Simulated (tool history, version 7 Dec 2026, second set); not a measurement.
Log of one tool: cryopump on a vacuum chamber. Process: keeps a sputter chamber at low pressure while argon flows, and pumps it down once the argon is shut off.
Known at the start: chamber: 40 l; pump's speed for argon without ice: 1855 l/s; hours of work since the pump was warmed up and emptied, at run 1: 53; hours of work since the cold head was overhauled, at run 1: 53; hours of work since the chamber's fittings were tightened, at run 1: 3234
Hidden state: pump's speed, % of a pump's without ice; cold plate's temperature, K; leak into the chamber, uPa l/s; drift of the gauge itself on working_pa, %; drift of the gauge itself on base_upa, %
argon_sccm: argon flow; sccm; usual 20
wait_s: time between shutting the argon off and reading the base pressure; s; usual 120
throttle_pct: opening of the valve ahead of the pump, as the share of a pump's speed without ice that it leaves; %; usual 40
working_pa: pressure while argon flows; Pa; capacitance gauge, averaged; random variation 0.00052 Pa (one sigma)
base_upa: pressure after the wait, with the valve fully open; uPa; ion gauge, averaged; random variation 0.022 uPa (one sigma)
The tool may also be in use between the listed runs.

run   hour  argon_sccm  wait_s  throttle_pct  hours of work since the pump was warmed up and emptied  hours of work since the cold head was overhauled  hours of work since the chamber's fittings were tightened  working_pa  base_upa
  1      0          20     120            40                                                      53                                                53                                                       3234      0.0461      1.22
  2   17.7          39     120            40                                                      65                                                65                                                       3246        0.09      1.23
  3   31.6          20      31            40                                                      73                                                73                                                       3255       0.047      2.33
  4   46.4          20     120            56                                                      83                                                83                                                       3264      0.0336      1.23
  5   66.8          20     120            56                                                      96                                                96                                                       3277      0.0337      1.27
  6   77.1          20     120            56                                                     103                                               103                                                       3284      0.0335      1.23
  7   93.5          10     120            40                                                     113                                               113                                                       3295       0.024      1.26
  8  102.6          10     120            40                                                     119                                               119                                                       3300      0.0239      1.25
  9  112.7          26     120            40                                                     126                                               126                                                       3307      0.0618      1.28
 10  123.7          20     120            40                                                     133                                               133                                                       3314      0.0474      1.24
 11  140.3          20     110            40                                                     143                                               143                                                       3325      0.0472      1.36
 12  158.3          20      36            40                                                     155                                               155                                                       3336      0.0469      2.08
 13    174          28      41            50                                                     165                                               165                                                       3346      0.0529      2.03

The next listed run, before its measurement:
 14  188.7          20      22            18                                                     175                                               175                                                       3356           ?         ?

{"run 14": {"working_pa": 0.103, "base_upa": 2.91}}
Without the tool's hidden state the same run would have given working_pa 0.1015 Pa, base_upa 2.18 uPa.

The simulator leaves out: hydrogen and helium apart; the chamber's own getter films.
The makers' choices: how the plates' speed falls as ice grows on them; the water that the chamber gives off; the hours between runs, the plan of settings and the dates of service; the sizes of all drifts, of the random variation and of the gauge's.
